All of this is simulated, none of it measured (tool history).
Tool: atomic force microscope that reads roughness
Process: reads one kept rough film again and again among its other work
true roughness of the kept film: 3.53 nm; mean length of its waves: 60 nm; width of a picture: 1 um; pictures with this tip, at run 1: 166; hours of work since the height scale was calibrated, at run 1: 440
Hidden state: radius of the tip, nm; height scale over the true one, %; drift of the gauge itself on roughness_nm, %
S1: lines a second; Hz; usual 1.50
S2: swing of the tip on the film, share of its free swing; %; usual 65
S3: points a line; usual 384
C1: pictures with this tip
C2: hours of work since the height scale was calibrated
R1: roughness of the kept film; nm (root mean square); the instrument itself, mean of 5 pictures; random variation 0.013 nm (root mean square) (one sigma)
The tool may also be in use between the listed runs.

run   hour    S1  S2   S3   C1   C2     R1
  1    0.0  1.50  65  384  166  440  3.291
  2   23.6  1.50  65  384  201  451  3.295
      46.0  -- new tip fitted
  3   58.3  1.50  65  384   18  469  3.359
  4   93.2  1.50  65  384   70  486  3.341
  5  117.6  1.50  64  384  105  498  3.331
  6  132.9  1.50  64  384  128  506  3.308
  7  167.2  0.57  64  384  178  523  3.341
  8  198.4  1.50  65  384  224  539  3.297
     204.1  -- new tip fitted
  9  222.9  1.50  65  384   27  551  3.339
 10  246.8  1.50  65  816   62  563  3.325
 11  279.1  1.50  75  384  110  579  3.255
 12  298.4  1.50  65  511  138  588  3.312
 13  333.7  1.50  65  384  190  606  3.272
 14  356.1  1.50  80  384  223  617  3.197
     363.3  -- new tip fitted
 15  388.1  1.50  65  384   37  633  3.319
     391.7  -- height scale calibrated on a step standard
 16  412.3  1.50  65  384   71   10  3.337
 17  446.9  1.50  65  384  122   28  3.300
 18  482.3  1.50  65  384  174   45  3.289
 19  511.3  1.50  65  384  216   60  3.271
     522.8  -- new tip fitted
 20  545.2  2.34  65  819   33   77  3.258
 21  560.6  2.34  65  819   56   84  3.292
 22  592.1  3.07  85  479  102  100  2.966
     601.6  -- height scale calibrated on a step standard, once more
 23  627.8  3.07  85  479  153   13  2.989
 24  658.2  3.07  85  387  198   28  2.966
     681.6  -- new tip fitted
 25  681.6  3.07  85  387    0   40  3.015
 26  717.4  1.50  76  384   53   58  3.294
 27  738.8  1.50  86  384   84   68  3.169
 28  771.4  1.50  86  384  132   85  3.160
 29  795.9  1.22  78  293  168   97  3.267
 30  815.1  2.50  65  495  196  107  3.240
     840.1  -- new tip fitted
 31  840.1  1.50  89  386    0  119  3.174
 32  866.9  0.61  71  436   39  132  3.380
 33  900.4  3.96  73  384   89  149  3.099
 34  916.1  1.50  56  610  112  157  3.360
 35  951.0  0.68  62  277  163  174  3.361
 36  968.0  0.70  56  277  188  183  3.365

5 ways to go on from here, each from the tool as it stands after run 36. What would each give?
  A  988.8  1.46  56  277  218  193   ?
  B  988.8  1.04  89  470  218  193   ?
  C  988.8  0.70  56  354  218  193   ?
  D  988.8  0.86  62  362  218  193   ?
  E  988.8  3.85  56  446  218  193   ?

run     R1
  A  3.323
  B  3.178
  C  3.324
  D  3.331
  E  3.268
Without the tool's hidden state the same runs would have given:
run     R1
  A  3.407
  B  3.259
  C  3.408
  D  3.415
  E  3.350
